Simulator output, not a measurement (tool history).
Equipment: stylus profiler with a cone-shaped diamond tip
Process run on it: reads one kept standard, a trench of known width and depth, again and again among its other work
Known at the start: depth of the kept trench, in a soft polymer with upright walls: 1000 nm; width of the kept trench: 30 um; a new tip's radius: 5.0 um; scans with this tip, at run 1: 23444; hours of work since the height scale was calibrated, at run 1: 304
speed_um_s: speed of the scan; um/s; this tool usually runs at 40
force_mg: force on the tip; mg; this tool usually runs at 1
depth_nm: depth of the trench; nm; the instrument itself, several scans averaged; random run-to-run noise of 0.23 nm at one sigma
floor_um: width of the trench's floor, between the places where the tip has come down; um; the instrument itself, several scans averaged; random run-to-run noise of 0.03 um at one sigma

run	hour	speed_um_s	force_mg	scans with this tip	hours of work since the height scale was calibrated	depth_nm	floor_um
1	0	40	1	23444	304	1010.69	19.62
2	91.6	40	1	24075	347	1011.02	19.57
3	156.2	14	1	24521	378	1011.56	19.6
4	216.2	138	1	24934	406	1011.51	19.08
5	317.5	138	1	25632	454	1011.48	19
6	386.1	138	1	26105	486	1011.87	18.93
7	468.2	138	1.88	26671	525	1016.72	19.05
8	509.5	40	1	26956	544	1011.88	19.23
9	573	104	1	27394	574	1012.4	18.93
10	642.1	103	1	27870	607	1012.26	18.81
11	725.9	103	1	28447	646	1012.39	18.8
12	778.2	33	1	28808	671	1012.54	19.03
# hour 860.7: new tip fitted, height scale calibrated
13	879.9	33	1	132	9	1009.19	23.82
14	956.3	65	2.91	659	45	1019.04	23.71
15	1020.2	32	0.98	1099	75	1009.03	23.64
16	1088.4	32	0.98	1569	107	1009.54	23.52
17	1169.9	17	0.51	2131	146	1006.53	23.48
18	1231.2	40	1.24	2554	175	1011.26	23.34
19	1325.7	22	1.05	3205	219	1010.37	23.28
20	1388.1	68	0.96	3635	249	1009.53	23.04
21	1461.2	56	0.96	4138	283	1010.1	22.91
22	1560.3	56	1.38	4822	330	1012.47	22.89
23	1646.6	13	1.98	5416	370	1015.98	22.88
24	1745.4	158	1.25	6097	417	1012.41	22.2

Predict the results of run 25:
25	1804.8	158	1.25	6507	445	?	?

{"run 25": {"depth_nm": 1012.29, "floor_um": 22.14}}
With the hidden condition absent and the run-to-run variation left alone, this run would have shown depth_nm 1010.22 nm, floor_um 23.41 um.
